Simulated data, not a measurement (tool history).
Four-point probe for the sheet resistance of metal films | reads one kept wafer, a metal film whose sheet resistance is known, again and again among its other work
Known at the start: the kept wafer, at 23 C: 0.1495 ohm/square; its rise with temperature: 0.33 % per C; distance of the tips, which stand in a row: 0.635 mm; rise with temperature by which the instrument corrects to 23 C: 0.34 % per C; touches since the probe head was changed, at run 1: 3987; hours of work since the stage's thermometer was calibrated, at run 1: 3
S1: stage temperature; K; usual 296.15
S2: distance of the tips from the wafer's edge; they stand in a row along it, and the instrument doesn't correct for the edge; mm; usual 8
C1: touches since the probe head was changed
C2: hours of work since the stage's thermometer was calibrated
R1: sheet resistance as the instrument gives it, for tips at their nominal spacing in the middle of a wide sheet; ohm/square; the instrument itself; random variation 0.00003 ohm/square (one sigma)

run   hour      S1  S2     C1   C2        R1
  1      0  296.15   8   3987    3  0.149508
  2   13.9  296.15   8   4743   13  0.149482
  3   21.7  296.15   8   5172   19  0.149525
  4   37.9  296.15   8   6055   31  0.149521
  5   47.4  296.15   8   6568   38  0.149509
  6   59.8  303.15   8   7246   47  0.149232
  7   68.3  296.15  60   7708   53  0.148972
  8   83.5  296.15  60   8536   64  0.148938
  9   91.5  296.15  60   8972   70  0.148928
 10  107.9  296.15   4   9865   82  0.150899
 11  124.8  296.15   8  10787   95  0.149429
 12    134  296.15   8  11286  102  0.149425
 13    144  296.15   8  11831  109  0.149466
 14  157.9  296.15   8  12588  119  0.149431
 15  169.7  296.15   8  13232  128  0.149374
 16  177.8  296.15   8  13673  134  0.149428
 17  194.9  296.15   6  14608  147  0.149711
 18  206.2  296.15   8  15223  155  0.149373
 19  220.4  291.15   8  15993  166  0.149515
 20    228  296.15   8  16409  171   0.14929
 21    238  296.15   8  16956  179  0.149285
 22  245.2  304.15   8  17349  184  0.149085
 23  258.6  293.15  22  18076  194  0.148935
 24  273.9  295.15  56  18911  205   0.14878
 25  284.3  295.15  56  19478  213  0.148828
 26  297.7  294.15  56  20206  223  0.148822
 27    308  294.15  56  20766  231    0.1488
     310.1  -- stage's thermometer calibrated
 28    324  302.15  23  21613   10  0.148669
 29  333.7  292.15  48  22143   18  0.148819
 30  350.9  302.15  32  23080   30  0.148604
 31  362.6  302.15  32  23716   39  0.148512
     367.9  -- stage's thermometer calibrated, once more
 32  375.5  302.15  32  24393    6   0.14859
 33  391.7  302.15  32  25272   18   0.14855
 34  406.3  294.15   4  26067   28  0.150781
 35  414.5  294.15   4  26516   35  0.150732
 36  422.9  293.15  26  26973   41  0.148788
 37  431.4  293.15  26  27436   47  0.148795
 38  445.5  296.15  26  28206   57  0.148641
 39  453.5  296.15  26  28643   63  0.148702
 40  468.5  293.15   4  29457   74  0.150704
 41  480.3  296.15   5  30099   83  0.149927
 42  492.6  296.15   5  30771   92  0.149875
 43  502.8  296.15   5  31327  100  0.149826
 44  511.6  297.15   5  31808  106  0.149847

Forecast each of these 5 alternatives for the next run:
  A  518.7  306.15  35  32195  112   ?
  B  518.7  292.15  34  32195  112   ?
  C  518.7  294.15  11  32195  112   ?
  D  518.7  291.15  13  32195  112   ?
  E  518.7  294.15  31  32195  112   ?

run        R1
  A  0.148341
  B  0.148727
  C  0.148862
  D  0.148907
  E  0.148662
Without the tool's hidden state the same runs would have given:
run        R1
  A  0.149251
  B  0.149639
  C  0.149775
  D   0.14982
  E  0.149574
